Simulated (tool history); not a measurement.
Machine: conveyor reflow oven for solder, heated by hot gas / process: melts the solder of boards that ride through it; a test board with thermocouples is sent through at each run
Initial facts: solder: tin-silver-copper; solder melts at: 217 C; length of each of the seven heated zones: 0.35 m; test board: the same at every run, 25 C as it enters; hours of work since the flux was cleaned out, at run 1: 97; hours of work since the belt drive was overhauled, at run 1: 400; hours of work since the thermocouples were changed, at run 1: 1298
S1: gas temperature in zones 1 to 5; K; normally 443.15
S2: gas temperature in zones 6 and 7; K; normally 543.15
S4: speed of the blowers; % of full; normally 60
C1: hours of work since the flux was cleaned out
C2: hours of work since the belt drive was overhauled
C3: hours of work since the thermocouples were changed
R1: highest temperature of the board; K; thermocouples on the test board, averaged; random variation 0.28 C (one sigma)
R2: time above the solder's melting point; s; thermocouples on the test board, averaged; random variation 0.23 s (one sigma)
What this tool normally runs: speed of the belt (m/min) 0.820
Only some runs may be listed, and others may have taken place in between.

{"run": 1, "hour": 0.0, "S1": 443.15, "S2": 543.15, "speed of the belt (m/min)": 0.82, "S4": 60, "C1": 97, "C2": 400, "C3": 1298, "R1": 517.55, "R2": 31.4}
{"hour": 9.4, "done": "thermocouples of zones 6 and 7 changed"}
{"run": 2, "hour": 31.8, "S1": 443.15, "S2": 543.15, "speed of the belt (m/min)": 0.82, "S4": 88, "C1": 119, "C2": 423, "C3": 17, "R1": 521.85, "R2": 34.7}
{"run": 3, "hour": 87.7, "S1": 443.15, "S2": 543.15, "speed of the belt (m/min)": 0.82, "S4": 88, "C1": 161, "C2": 464, "C3": 59, "R1": 520.95, "R2": 34.1}
{"run": 4, "hour": 111.2, "S1": 443.15, "S2": 544.15, "speed of the belt (m/min)": 0.82, "S4": 88, "C1": 179, "C2": 482, "C3": 76, "R1": 522.05, "R2": 34.7}
{"hour": 123.9, "done": "flux residue cleaned out of gas plates and filters"}
{"run": 5, "hour": 156.1, "S1": 443.15, "S2": 552.15, "speed of the belt (m/min)": 0.82, "S4": 60, "C1": 24, "C2": 512, "C3": 106, "R1": 523.85, "R2": 34.7}
{"run": 6, "hour": 181.9, "S1": 443.15, "S2": 552.15, "speed of the belt (m/min)": 0.82, "S4": 60, "C1": 44, "C2": 531, "C3": 126, "R1": 523.15, "R2": 34.8}
{"run": 7, "hour": 207.2, "S1": 443.15, "S2": 552.15, "speed of the belt (m/min)": 0.82, "S4": 60, "C1": 62, "C2": 550, "C3": 145, "R1": 522.95, "R2": 34.8}
{"run": 8, "hour": 234.8, "S1": 443.15, "S2": 552.15, "speed of the belt (m/min)": 0.82, "S4": 60, "C1": 83, "C2": 571, "C3": 165, "R1": 522.75, "R2": 34.7}
{"run": 9, "hour": 258.2, "S1": 443.15, "S2": 552.15, "speed of the belt (m/min)": 0.82, "S4": 60, "C1": 101, "C2": 589, "C3": 183, "R1": 522.05, "R2": 34.2}
{"run": 10, "hour": 297.1, "S1": 443.15, "S2": 537.15, "speed of the belt (m/min)": 0.82, "S4": 63, "C1": 130, "C2": 618, "C3": 212, "R1": 511.65, "R2": 27.2}
{"run": 11, "hour": 351.9, "S1": 443.15, "S2": 537.15, "speed of the belt (m/min)": 0.82, "S4": 63, "C1": 171, "C2": 659, "C3": 253, "R1": 511.15, "R2": 26.7}
{"hour": 374.3, "done": "flux residue cleaned out of gas plates and filters"}
{"run": 12, "hour": 380.9, "S1": 443.15, "S2": 537.15, "speed of the belt (m/min)": 0.82, "S4": 63, "C1": 5, "C2": 677, "C3": 271, "R1": 514.05, "R2": 29.1}
{"run": 13, "hour": 423.4, "S1": 443.15, "S2": 539.15, "speed of the belt (m/min)": 0.82, "S4": 53, "C1": 37, "C2": 709, "C3": 303, "R1": 510.85, "R2": 26.5}
{"hour": 435.9, "done": "belt drive overhauled, speed set with a stopwatch"}
{"run": 14, "hour": 465.0, "S1": 443.15, "S2": 539.15, "speed of the belt (m/min)": 0.861, "S4": 53, "C1": 65, "C2": 22, "C3": 332, "R1": 507.75, "R2": 21.9}
{"run": 15, "hour": 513.5, "S1": 445.15, "S2": 550.15, "speed of the belt (m/min)": 0.818, "S4": 83, "C1": 102, "C2": 58, "C3": 368, "R1": 528.45, "R2": 38.4}
{"run": 16, "hour": 555.2, "S1": 442.15, "S2": 543.15, "speed of the belt (m/min)": 0.897, "S4": 51, "C1": 133, "C2": 90, "C3": 399, "R1": 506.45, "R2": 19.3}
{"run": 17, "hour": 613.5, "S1": 437.15, "S2": 532.15, "speed of the belt (m/min)": 0.889, "S4": 77, "C1": 177, "C2": 133, "C3": 443, "R1": 506.15, "R2": 19.5}
{"hour": 630.1, "done": "flux residue cleaned out of gas plates and filters"}
{"run": 18, "hour": 651.3, "S1": 439.15, "S2": 547.15, "speed of the belt (m/min)": 0.814, "S4": 73, "C1": 16, "C2": 158, "C3": 468, "R1": 523.65, "R2": 34.7}

What if the next run were any one of these 3? Each begins from the tool's condition after run 18:
{"run": "A", "hour": 679.2, "S1": 443.15, "S2": 541.15, "speed of the belt (m/min)": 0.787, "S4": 60, "C1": 37, "C2": 179, "C3": 489, "R1": "?", "R2": "?"}
{"run": "B", "hour": 679.2, "S1": 443.15, "S2": 557.15, "speed of the belt (m/min)": 0.82, "S4": 66, "C1": 37, "C2": 179, "C3": 489, "R1": "?", "R2": "?"}
{"run": "C", "hour": 679.2, "S1": 457.15, "S2": 547.15, "speed of the belt (m/min)": 0.814, "S4": 73, "C1": 37, "C2": 179, "C3": 489, "R1": "?", "R2": "?"}

run=A R1=516.85 R2=32.5
run=B R1=530.05 R2=38.3
run=C R1=527.85 R2=41.3
Stripped of hidden state, with their random variation kept, the same runs would have yielded:
run=A R1=515.65 R2=31.5
run=B R1=528.85 R2=37.6
run=C R1=526.55 R2=40.5
